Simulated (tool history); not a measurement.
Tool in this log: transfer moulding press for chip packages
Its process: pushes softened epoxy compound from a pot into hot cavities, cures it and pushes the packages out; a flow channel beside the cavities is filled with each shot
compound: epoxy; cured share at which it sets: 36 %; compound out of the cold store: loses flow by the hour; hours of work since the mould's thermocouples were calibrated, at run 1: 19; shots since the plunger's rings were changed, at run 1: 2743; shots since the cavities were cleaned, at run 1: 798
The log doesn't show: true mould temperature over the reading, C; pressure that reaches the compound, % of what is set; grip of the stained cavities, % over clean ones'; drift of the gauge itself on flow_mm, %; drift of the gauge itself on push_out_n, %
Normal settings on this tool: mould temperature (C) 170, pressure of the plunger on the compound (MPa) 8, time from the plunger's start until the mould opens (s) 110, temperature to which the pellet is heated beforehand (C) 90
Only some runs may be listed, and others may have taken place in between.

run	day	mould temperature (C)	pressure of the plunger on the compound (MPa)	time from the plunger's start until the mould opens (s)	temperature to which the pellet is heated beforehand (C)	hours of work since the mould's thermocouples were calibrated	shots since the plunger's rings were changed	shots since the cavities were cleaned	incoming compound's hours out of the cold store	length that the compound runs in the flow channel (mm)	greatest force on the pins that push the packages out (N)
1	0	170	8	110	90	19	2743	798	36.8	725	310
# day 0.825: cavities cleaned with cleaning compound and waxed
2	1.138	170	8	110	90	38	3056	91	28.3	758	206
3	3.371	170	8	110	90	78	3706	741	42.6	701	285
# day 4.246: cavities cleaned with cleaning compound and waxed
4	5.429	170	8	110	90	114	4288	345	37.2	715	258
# day 7.654: cavities cleaned with cleaning compound and waxed
5	7.883	170	8	110	90	156	4984	66	27.5	745	197
# day 8.221: plunger's sealing rings changed
6	10.192	170	8	110	90	195	574	708	22.8	808	302
# day 11.329: cavities cleaned with cleaning compound and waxed
7	11.696	170	8	110	90	221	994	106	35.5	750	202
8	13.242	170	8	110	90	249	1445	557	10.9	859	276
# day 14.817: cavities cleaned with cleaning compound and waxed
9	14.817	170	8	110	90	275	1885	0	45.4	702	185
10	16.288	170	8	146	90	302	2314	429	27.8	766	237
11	17.812	170	8	146	90	329	2757	872	26.5	765	285
# day 18.35: cavities cleaned with cleaning compound and waxed
12	19.104	170	8	141	90	351	3115	219	34.1	735	211
13	20.767	170	8	141	90	380	3600	704	12.6	822	258
# day 21.875: cavities cleaned with cleaning compound and waxed
14	22.483	166	8	110	90	410	4081	177	25.2	769	268
15	23.742	166	8	110	90	432	4449	545	13.6	817	352
# day 25.375: cavities cleaned with cleaning compound and waxed
16	25.375	166	8	110	90	460	4906	0	41.4	704	209
# day 25.925: plunger's sealing rings changed
17	27.788	168	8	110	90	501	544	673	20.2	821	311
# day 29.008: cavities cleaned with cleaning compound and waxed
18	29.25	168	8	110	90	526	950	70	37.8	744	217
19	30.312	168	8	102	90	545	1261	381	9.2	866	308
20	31.996	165	6.08	144	84	575	1751	871	44.8	630	271
# day 32.45: cavities cleaned with cleaning compound and waxed
21	33.467	170	8	91	90	600	2161	296	23.1	791	311
22	34.833	170	8	91	90	624	2559	694	16	820	379
# day 35.938: cavities cleaned with cleaning compound and waxed
23	36.646	170	8	91	90	656	3069	207	29.2	759	287
# day 37.404: mould's thermocouples calibrated
24	38.917	168	9.87	110	84	27	3706	844	38.4	801	334
# day 39.558: cavities cleaned with cleaning compound and waxed
25	40.471	168	6.95	110	93	54	4140	266	38.7	664	261
26	42.604	178	6.54	145	84	91	4761	887	21.4	677	269
# day 42.979: cavities cleaned with cleaning compound and waxed
# day 43.721: plunger's sealing rings changed
27	44.525	166	8	107	97	123	235	420	11.6	872	354

4 ways to go on from here, each from the tool as it stands after run 27. What would each give?
A	45.846	166	9.54	95	97	146	619	804	23.8	?	?
B	45.846	166	8	149	97	146	619	804	11.7	?	?
C	45.846	167	6.63	91	90	146	619	804	28.9	?	?
D	45.846	166	9.09	107	100	146	619	804	12.5	?	?

run	length that the compound runs in the flow channel (mm)	greatest force on the pins that push the packages out (N)
A	891	475
B	872	280
C	725	502
D	920	403
Take away the tool's hidden state, keep each run's random variation, and the runs would have read:
run	length that the compound runs in the flow channel (mm)	greatest force on the pins that push the packages out (N)
A	901	297
B	881	171
C	733	310
D	929	250

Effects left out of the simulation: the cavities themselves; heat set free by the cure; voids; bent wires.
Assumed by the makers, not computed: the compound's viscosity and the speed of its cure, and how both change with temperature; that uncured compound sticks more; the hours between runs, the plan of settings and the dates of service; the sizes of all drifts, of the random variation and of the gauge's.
